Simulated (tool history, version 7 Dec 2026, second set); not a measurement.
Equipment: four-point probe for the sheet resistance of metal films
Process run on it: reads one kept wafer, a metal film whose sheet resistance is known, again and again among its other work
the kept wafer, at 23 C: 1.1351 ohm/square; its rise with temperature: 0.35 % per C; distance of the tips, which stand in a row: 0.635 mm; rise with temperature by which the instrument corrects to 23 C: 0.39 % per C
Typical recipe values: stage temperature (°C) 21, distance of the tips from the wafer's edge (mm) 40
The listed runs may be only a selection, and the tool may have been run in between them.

run    hour  stage temperature (°C)  distance of the tips from the wafer's edge (mm)  sheet resistance as the instrument gives it (ohm/square)
  1     0.0                      21                                               40                                                  1.136164
  2    52.3                      35                                               40                                                  1.129734
  3    98.4                      35                                               40                                                  1.130216
  4   146.6                      35                                               40                                                  1.129751
  5   194.2                      21                                               40                                                  1.135862
  6   238.1                      21                                               40                                                  1.136194
  7   309.8                      22                                               40                                                  1.135770
  8   346.0                      21                                               40                                                  1.136327
  9   407.5                      21                                               40                                                  1.136269
 10   441.5                      21                                                7                                                  1.140680
 11   497.5                      25                                               40                                                  1.134330
 12   536.7                      25                                               40                                                  1.134733
      548.8  -- stage's thermometer calibrated
 13   602.7                      25                                               47                                                  1.134018
 14   634.5                      25                                               47                                                  1.134066
 15   709.4                      20                                                8                                                  1.140217
 16   761.2                      20                                                8                                                  1.140214
 17   818.1                      22                                                8                                                  1.139308
 18   887.1                      22                                                8                                                  1.139636
 19   929.2                      26                                               63                                                  1.133711
 20   984.5                      28                                               64                                                  1.132983
 21  1048.7                      22                                               15                                                  1.136557
 22  1102.0                      22                                               15                                                  1.136678
 23  1150.1                      22                                                5                                                  1.145387
 24  1188.5                      22                                                5                                                  1.144943

Predict each of these 4 candidate next runs independently; none follows another, all start after run 24:
  A  1256.8                      33                                               17                                                         ?
  B  1256.8                      23                                               40                                                         ?
  C  1256.8                      28                                               55                                                         ?
  D  1256.8                      22                                               58                                                         ?

run  sheet resistance as the instrument gives it (ohm/square)
  A                                                  1.131619
  B                                                  1.135525
  C                                                  1.133102
  D                                                  1.135503
Take away the tool's hidden state, keep each run's random variation, and the runs would have read:
run  sheet resistance as the instrument gives it (ohm/square)
  A                                                  1.131652
  B                                                  1.135558
  C                                                  1.133135
  D                                                  1.135537
